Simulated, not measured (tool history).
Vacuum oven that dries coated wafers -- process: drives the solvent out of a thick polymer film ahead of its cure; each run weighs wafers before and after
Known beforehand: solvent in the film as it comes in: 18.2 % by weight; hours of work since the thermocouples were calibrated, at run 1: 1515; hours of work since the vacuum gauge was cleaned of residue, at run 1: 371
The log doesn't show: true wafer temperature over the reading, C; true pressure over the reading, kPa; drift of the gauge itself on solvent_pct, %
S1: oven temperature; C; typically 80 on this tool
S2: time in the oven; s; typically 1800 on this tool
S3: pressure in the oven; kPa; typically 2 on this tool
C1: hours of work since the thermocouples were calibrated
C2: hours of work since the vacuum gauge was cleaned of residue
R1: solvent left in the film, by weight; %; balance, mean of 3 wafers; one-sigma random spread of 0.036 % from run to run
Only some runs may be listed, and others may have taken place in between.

run	hour	S1	S2	S3	C1	C2	R1
1	0	80	1800	2	1515	371	3.87
2	7.4	80	1800	2	1520	376	3.86
3	17.4	80	1800	3.81	1526	383	4.69
4	27.1	80	1800	2	1532	389	3.8
5	40.5	80	1800	1.36	1541	398	3.51
6	47.3	80	1800	1.36	1546	403	3.54
7	59.1	80	960	2	1554	410	6.81
8	65.2	80	1800	2	1558	414	3.88
9	71.5	80	1800	2	1562	418	3.85
10	77.4	80	1800	2	1566	422	3.83
11	91.8	80	1800	2	1575	432	3.9
12	99.4	80	1620	2	1580	437	4.34
13	106.1	80	1620	2	1584	441	4.27
# hour 115.3: oven's thermocouples calibrated
14	115.9	80	1800	2	0	446	4.4
15	123.8	90	1800	2	6	451	1.51
16	129.6	71	960	1.32	9	455	10.63
17	143.9	69	960	2.66	19	465	11.84
18	152	69	960	1.16	24	470	11.22
# hour 155.3: oven's thermocouples calibrated, once more
19	166.3	75	1380	5.11	7	478	7.63
20	180.6	78	1800	1.08	17	487	3.35
21	188.9	78	1800	1.08	22	493	3.39
22	199	87	1260	4.48	29	500	3.14
23	207.1	75	1920	6.35	34	505	6.87
24	214.6	74	1920	2.42	39	510	5.29
25	225.4	74	2160	4.25	46	517	5.68
26	235.4	91	2160	3.76	53	523	1.35
27	244.9	91	1740	3.97	59	530	1.57

Consider 4 possible next runs. They are alternatives, not a sequence: every one starts from the tool as it was left by run 27. What does each give?
A	257.5	84	1260	1.37	67	538	?
B	257.5	91	1620	2.08	67	538	?
C	257.5	91	1740	4.13	67	538	?
D	257.5	68	2280	2.18	67	538	?

run	R1
A	3.01
B	1.07
C	1.64
D	7.05
With no hidden state in the tool, these same runs would have given:
run	R1
A	2.9
B	1.01
C	1.58
D	6.89
